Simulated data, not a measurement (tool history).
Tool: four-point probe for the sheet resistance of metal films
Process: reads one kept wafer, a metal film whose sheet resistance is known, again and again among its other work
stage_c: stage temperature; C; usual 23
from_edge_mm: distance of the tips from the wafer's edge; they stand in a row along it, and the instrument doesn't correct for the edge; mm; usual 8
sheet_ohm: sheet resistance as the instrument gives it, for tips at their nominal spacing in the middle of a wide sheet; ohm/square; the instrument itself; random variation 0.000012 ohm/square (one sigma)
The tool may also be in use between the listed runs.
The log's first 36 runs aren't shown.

run,hour,stage_c,from_edge_mm,sheet_ohm
37,1969.2,27,24,0.059529
38,2005.5,27,24,0.059554
39,2054.4,27,24,0.059537
40,2132.2,23,13,0.059469
41,2206.4,23,13,0.059462
42,2276.5,34,23,0.059706
43,2324.2,23,39,0.059376
44,2356.6,30,15,0.059628
45,2391.8,33,4,0.06045

Forecast each of these 3 alternatives for the next run:
A,2427.2,19,52,?
B,2427.2,28,7,?
C,2427.2,33,57,?

run,sheet_ohm
A,0.059267
B,0.059753
C,0.059645
Without the tool's hidden state the same runs would have given:
run,sheet_ohm
A,0.059997
B,0.060489
C,0.060381
